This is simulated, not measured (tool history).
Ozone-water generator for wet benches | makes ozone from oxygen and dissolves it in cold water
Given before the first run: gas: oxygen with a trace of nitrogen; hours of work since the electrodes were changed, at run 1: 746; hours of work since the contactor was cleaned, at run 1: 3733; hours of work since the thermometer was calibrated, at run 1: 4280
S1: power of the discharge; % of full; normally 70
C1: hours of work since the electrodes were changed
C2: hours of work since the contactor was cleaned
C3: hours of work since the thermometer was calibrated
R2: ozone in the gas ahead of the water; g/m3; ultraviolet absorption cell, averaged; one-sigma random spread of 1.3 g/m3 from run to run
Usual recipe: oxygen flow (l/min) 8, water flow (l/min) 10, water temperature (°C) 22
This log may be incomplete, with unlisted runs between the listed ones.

run 1 hour=0 | S1=70 oxygen_flow_(l/min)=8 water_flow_(l/min)=10 water_temperature_(°C)=22 | C1=746 C2=3733 C3=4280 | dissolved_ozone_(ppm)=32.3 R2=234.4
run 2 hour=90.8 | S1=70 oxygen_flow_(l/min)=8 water_flow_(l/min)=10 water_temperature_(°C)=22 | C1=827 C2=3815 C3=4362 | dissolved_ozone_(ppm)=32.3 R2=233.4
run 3 hour=160.6 | S1=70 oxygen_flow_(l/min)=8 water_flow_(l/min)=10 water_temperature_(°C)=22 | C1=890 C2=3877 C3=4424 | dissolved_ozone_(ppm)=32.4 R2=230.4
run 4 hour=220.6 | S1=70 oxygen_flow_(l/min)=8 water_flow_(l/min)=10 water_temperature_(°C)=22 | C1=943 C2=3931 C3=4478 | dissolved_ozone_(ppm)=32.5 R2=230.7
run 5 hour=301.7 | S1=70 oxygen_flow_(l/min)=8 water_flow_(l/min)=10 water_temperature_(°C)=22 | C1=1016 C2=4003 C3=4550 | dissolved_ozone_(ppm)=32.6 R2=232.1
run 6 hour=380.3 | S1=70 oxygen_flow_(l/min)=7.02 water_flow_(l/min)=10 water_temperature_(°C)=22 | C1=1086 C2=4073 C3=4620 | dissolved_ozone_(ppm)=33.4 R2=250
run 7 hour=442.4 | S1=70 oxygen_flow_(l/min)=8 water_flow_(l/min)=13 water_temperature_(°C)=22 | C1=1141 C2=4129 C3=4676 | dissolved_ozone_(ppm)=27.3 R2=232.9
run 8 hour=517 | S1=70 oxygen_flow_(l/min)=8 water_flow_(l/min)=13 water_temperature_(°C)=18 | C1=1208 C2=4195 C3=4742 | dissolved_ozone_(ppm)=29.5 R2=233.2
run 9 hour=572.8 | S1=70 oxygen_flow_(l/min)=8 water_flow_(l/min)=13 water_temperature_(°C)=18 | C1=1258 C2=4245 C3=4792 | dissolved_ozone_(ppm)=30 R2=233.4
run 10 hour=624.2 | S1=70 oxygen_flow_(l/min)=8 water_flow_(l/min)=10 water_temperature_(°C)=22 | C1=1304 C2=4291 C3=4838 | dissolved_ozone_(ppm)=32.4 R2=233.3
run 11 hour=699.6 | S1=70 oxygen_flow_(l/min)=8 water_flow_(l/min)=10 water_temperature_(°C)=22 | C1=1371 C2=4358 C3=4906 | dissolved_ozone_(ppm)=32.4 R2=230.9
run 12 hour=781.2 | S1=70 oxygen_flow_(l/min)=4.53 water_flow_(l/min)=10 water_temperature_(°C)=22 | C1=1444 C2=4431 C3=4978 | dissolved_ozone_(ppm)=37.9 R2=328.6
run 13 hour=825.8 | S1=70 oxygen_flow_(l/min)=5.49 water_flow_(l/min)=10 water_temperature_(°C)=22 | C1=1484 C2=4471 C3=5018 | dissolved_ozone_(ppm)=36.4 R2=290.5
run 14 hour=875.4 | S1=70 oxygen_flow_(l/min)=5.49 water_flow_(l/min)=10 water_temperature_(°C)=22 | C1=1528 C2=4516 C3=5063 | dissolved_ozone_(ppm)=36 R2=290.3
run 15 hour=955 | S1=70 oxygen_flow_(l/min)=5.49 water_flow_(l/min)=10 water_temperature_(°C)=22 | C1=1599 C2=4587 C3=5134 | dissolved_ozone_(ppm)=36.4 R2=289.4
run 16 hour=1008.4 | S1=70 oxygen_flow_(l/min)=5.49 water_flow_(l/min)=10 water_temperature_(°C)=19 | C1=1647 C2=4634 C3=5181 | dissolved_ozone_(ppm)=38.5 R2=292.9
run 17 hour=1061.3 | S1=48 oxygen_flow_(l/min)=8.02 water_flow_(l/min)=15 water_temperature_(°C)=22 | C1=1694 C2=4682 C3=5229 | dissolved_ozone_(ppm)=19.4 R2=186.2
run 18 hour=1146.5 | S1=41 oxygen_flow_(l/min)=4.64 water_flow_(l/min)=9 water_temperature_(°C)=19 | C1=1770 C2=4758 C3=5305 | dissolved_ozone_(ppm)=31.3 R2=235.1
run 19 hour=1228.7 | S1=41 oxygen_flow_(l/min)=4.64 water_flow_(l/min)=9 water_temperature_(°C)=19 | C1=1844 C2=4831 C3=5378 | dissolved_ozone_(ppm)=31.7 R2=234.6
-- hour=1239.5 water thermometer calibrated
run 20 hour=1321 | S1=81 oxygen_flow_(l/min)=5.99 water_flow_(l/min)=10 water_temperature_(°C)=24 | C1=1926 C2=4913 C3=73 | dissolved_ozone_(ppm)=36.9 R2=303.2
run 21 hour=1400.3 | S1=81 oxygen_flow_(l/min)=11.01 water_flow_(l/min)=8 water_temperature_(°C)=19 | C1=1997 C2=4984 C3=144 | dissolved_ozone_(ppm)=38.1 R2=209.2
run 22 hour=1464.7 | S1=81 oxygen_flow_(l/min)=11.01 water_flow_(l/min)=8 water_temperature_(°C)=19 | C1=2054 C2=5042 C3=201 | dissolved_ozone_(ppm)=37.9 R2=209.1
run 23 hour=1526.1 | S1=70 oxygen_flow_(l/min)=8 water_flow_(l/min)=7 water_temperature_(°C)=20 | C1=2109 C2=5097 C3=256 | dissolved_ozone_(ppm)=41.5 R2=231.8
run 24 hour=1605.5 | S1=47 oxygen_flow_(l/min)=8 water_flow_(l/min)=7 water_temperature_(°C)=16 | C1=2180 C2=5167 C3=327 | dissolved_ozone_(ppm)=36.2 R2=183.5
run 25 hour=1702.8 | S1=47 oxygen_flow_(l/min)=8 water_flow_(l/min)=7 water_temperature_(°C)=16 | C1=2267 C2=5254 C3=414 | dissolved_ozone_(ppm)=36.2 R2=183.5
run 26 hour=1775.9 | S1=59 oxygen_flow_(l/min)=8 water_flow_(l/min)=9 water_temperature_(°C)=16 | C1=2332 C2=5320 C3=479 | dissolved_ozone_(ppm)=35.6 R2=209.6
run 27 hour=1821.1 | S1=59 oxygen_flow_(l/min)=8 water_flow_(l/min)=9 water_temperature_(°C)=16 | C1=2373 C2=5360 C3=520 | dissolved_ozone_(ppm)=35.9 R2=208.4
run 28 hour=1909.6 | S1=47 oxygen_flow_(l/min)=5.27 water_flow_(l/min)=8 water_temperature_(°C)=16 | C1=2452 C2=5439 C3=599 | dissolved_ozone_(ppm)=37.9 R2=237.1
run 29 hour=1952.9 | S1=47 oxygen_flow_(l/min)=5.27 water_flow_(l/min)=8 water_temperature_(°C)=16 | C1=2490 C2=5478 C3=637 | dissolved_ozone_(ppm)=37.9 R2=234.9
run 30 hour=2003.6 | S1=47 oxygen_flow_(l/min)=5.27 water_flow_(l/min)=8 water_temperature_(°C)=16 | C1=2536 C2=5523 C3=683 | dissolved_ozone_(ppm)=38.5 R2=236.9
run 31 hour=2089.7 | S1=47 oxygen_flow_(l/min)=5.27 water_flow_(l/min)=8 water_temperature_(°C)=16 | C1=2613 C2=5600 C3=760 | dissolved_ozone_(ppm)=38.6 R2=233.2
run 32 hour=2168.7 | S1=47 oxygen_flow_(l/min)=5.27 water_flow_(l/min)=8 water_temperature_(°C)=16 | C1=2683 C2=5671 C3=830 | dissolved_ozone_(ppm)=38.4 R2=235

Branching from run 32: 4 alternative next runs. What would each branch give?
run A hour=2238.9 | S1=70 oxygen_flow_(l/min)=8.04 water_flow_(l/min)=7 water_temperature_(°C)=22 | C1=2746 C2=5733 C3=893 | dissolved_ozone_(ppm)=? R2=?
run B hour=2238.9 | S1=47 oxygen_flow_(l/min)=5.27 water_flow_(l/min)=8 water_temperature_(°C)=16 | C1=2746 C2=5733 C3=893 | dissolved_ozone_(ppm)=? R2=?
run C hour=2238.9 | S1=85 oxygen_flow_(l/min)=5.27 water_flow_(l/min)=7 water_temperature_(°C)=16 | C1=2746 C2=5733 C3=893 | dissolved_ozone_(ppm)=? R2=?
run D hour=2238.9 | S1=92 oxygen_flow_(l/min)=10.93 water_flow_(l/min)=6 water_temperature_(°C)=22 | C1=2746 C2=5733 C3=893 | dissolved_ozone_(ppm)=? R2=?

run=A dissolved_ozone_(ppm)=39.5 R2=229.7
run=B dissolved_ozone_(ppm)=38.2 R2=235.1
run=C dissolved_ozone_(ppm)=59.4 R2=335.2
run=D dissolved_ozone_(ppm)=42.8 R2=227.4
With the hidden condition removed and each run's random variation left untouched, the same runs would have given:
run=A dissolved_ozone_(ppm)=39.6 R2=229.9
run=B dissolved_ozone_(ppm)=38.2 R2=235.3
run=C dissolved_ozone_(ppm)=59.5 R2=335.5
run=D dissolved_ozone_(ppm)=42.9 R2=227.6
